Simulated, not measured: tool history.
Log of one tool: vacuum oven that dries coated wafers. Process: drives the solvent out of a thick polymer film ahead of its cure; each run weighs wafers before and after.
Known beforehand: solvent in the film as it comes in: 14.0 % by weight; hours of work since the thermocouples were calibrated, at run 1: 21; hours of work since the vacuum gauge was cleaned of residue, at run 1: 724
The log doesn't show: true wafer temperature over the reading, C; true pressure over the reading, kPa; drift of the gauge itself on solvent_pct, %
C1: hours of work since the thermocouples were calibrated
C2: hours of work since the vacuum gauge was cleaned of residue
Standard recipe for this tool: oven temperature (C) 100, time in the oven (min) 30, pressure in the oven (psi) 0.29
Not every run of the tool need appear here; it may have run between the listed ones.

run 1 day=0 | oven_temperature_(C)=100 time_in_the_oven_(min)=30 pressure_in_the_oven_(psi)=0.29 | C1=21 C2=724 | solvent_left_in_the_film_(%)=1.49
run 2 day=0.567 | oven_temperature_(C)=106 time_in_the_oven_(min)=30 pressure_in_the_oven_(psi)=0.29 | C1=31 C2=734 | solvent_left_in_the_film_(%)=1.04
run 3 day=1.158 | oven_temperature_(C)=106 time_in_the_oven_(min)=30 pressure_in_the_oven_(psi)=0.29 | C1=42 C2=745 | solvent_left_in_the_film_(%)=1.06
run 4 day=1.746 | oven_temperature_(C)=106 time_in_the_oven_(min)=26 pressure_in_the_oven_(psi)=0.29 | C1=52 C2=755 | solvent_left_in_the_film_(%)=1.13
run 5 day=2.262 | oven_temperature_(C)=106 time_in_the_oven_(min)=26 pressure_in_the_oven_(psi)=0.29 | C1=61 C2=765 | solvent_left_in_the_film_(%)=1.11
run 6 day=3.475 | oven_temperature_(C)=106 time_in_the_oven_(min)=26 pressure_in_the_oven_(psi)=0.29 | C1=83 C2=786 | solvent_left_in_the_film_(%)=1.13
run 7 day=4.221 | oven_temperature_(C)=100 time_in_the_oven_(min)=30 pressure_in_the_oven_(psi)=0.29 | C1=96 C2=800 | solvent_left_in_the_film_(%)=1.5
run 8 day=5.138 | oven_temperature_(C)=100 time_in_the_oven_(min)=30 pressure_in_the_oven_(psi)=0.29 | C1=113 C2=816 | solvent_left_in_the_film_(%)=1.5
run 9 day=5.8 | oven_temperature_(C)=100 time_in_the_oven_(min)=30 pressure_in_the_oven_(psi)=0.29 | C1=125 C2=828 | solvent_left_in_the_film_(%)=1.49
run 10 day=6.467 | oven_temperature_(C)=100 time_in_the_oven_(min)=30 pressure_in_the_oven_(psi)=0.29 | C1=137 C2=840 | solvent_left_in_the_film_(%)=1.51
run 11 day=7.454 | oven_temperature_(C)=100 time_in_the_oven_(min)=30 pressure_in_the_oven_(psi)=0.29 | C1=154 C2=857 | solvent_left_in_the_film_(%)=1.5
run 12 day=8.346 | oven_temperature_(C)=100 time_in_the_oven_(min)=30 pressure_in_the_oven_(psi)=0.361 | C1=170 C2=873 | solvent_left_in_the_film_(%)=1.73
run 13 day=8.871 | oven_temperature_(C)=87 time_in_the_oven_(min)=37 pressure_in_the_oven_(psi)=0.361 | C1=179 C2=883 | solvent_left_in_the_film_(%)=3.49
run 14 day=10.117 | oven_temperature_(C)=98 time_in_the_oven_(min)=19 pressure_in_the_oven_(psi)=0.329 | C1=202 C2=905 | solvent_left_in_the_film_(%)=2.79
run 15 day=11.321 | oven_temperature_(C)=90 time_in_the_oven_(min)=30 pressure_in_the_oven_(psi)=0.701 | C1=223 C2=926 | solvent_left_in_the_film_(%)=4.85
run 16 day=12.308 | oven_temperature_(C)=90 time_in_the_oven_(min)=30 pressure_in_the_oven_(psi)=0.701 | C1=241 C2=944 | solvent_left_in_the_film_(%)=4.81
run 17 day=13.062 | oven_temperature_(C)=90 time_in_the_oven_(min)=30 pressure_in_the_oven_(psi)=0.701 | C1=254 C2=957 | solvent_left_in_the_film_(%)=4.83
run 18 day=13.967 | oven_temperature_(C)=114 time_in_the_oven_(min)=46 pressure_in_the_oven_(psi)=0.184 | C1=270 C2=974 | solvent_left_in_the_film_(%)=0.53
run 19 day=14.717 | oven_temperature_(C)=114 time_in_the_oven_(min)=46 pressure_in_the_oven_(psi)=0.184 | C1=284 C2=987 | solvent_left_in_the_film_(%)=0.55
run 20 day=15.804 | oven_temperature_(C)=114 time_in_the_oven_(min)=45 pressure_in_the_oven_(psi)=0.29 | C1=303 C2=1006 | solvent_left_in_the_film_(%)=0.76

Forecast each of these 5 alternatives for the next run:
run A day=16.321 | oven_temperature_(C)=100 time_in_the_oven_(min)=30 pressure_in_the_oven_(psi)=0.161 | C1=312 C2=1016 | solvent_left_in_the_film_(%)=?
run B day=16.321 | oven_temperature_(C)=100 time_in_the_oven_(min)=30 pressure_in_the_oven_(psi)=0.345 | C1=312 C2=1016 | solvent_left_in_the_film_(%)=?
run C day=16.321 | oven_temperature_(C)=113 time_in_the_oven_(min)=47 pressure_in_the_oven_(psi)=0.764 | C1=312 C2=1016 | solvent_left_in_the_film_(%)=?
run D day=16.321 | oven_temperature_(C)=87 time_in_the_oven_(min)=45 pressure_in_the_oven_(psi)=0.29 | C1=312 C2=1016 | solvent_left_in_the_film_(%)=?
run E day=16.321 | oven_temperature_(C)=114 time_in_the_oven_(min)=45 pressure_in_the_oven_(psi)=0.187 | C1=312 C2=1016 | solvent_left_in_the_film_(%)=?

run=A solvent_left_in_the_film_(%)=1.08
run=B solvent_left_in_the_film_(%)=1.69
run=C solvent_left_in_the_film_(%)=1.81
run=D solvent_left_in_the_film_(%)=2.69
run=E solvent_left_in_the_film_(%)=0.54
Take away the tool's hidden state, keep each run's random variation, and the runs would have read:
run=A solvent_left_in_the_film_(%)=0.93
run=B solvent_left_in_the_film_(%)=1.56
run=C solvent_left_in_the_film_(%)=1.72
run=D solvent_left_in_the_film_(%)=2.5
run=E solvent_left_in_the_film_(%)=0.4
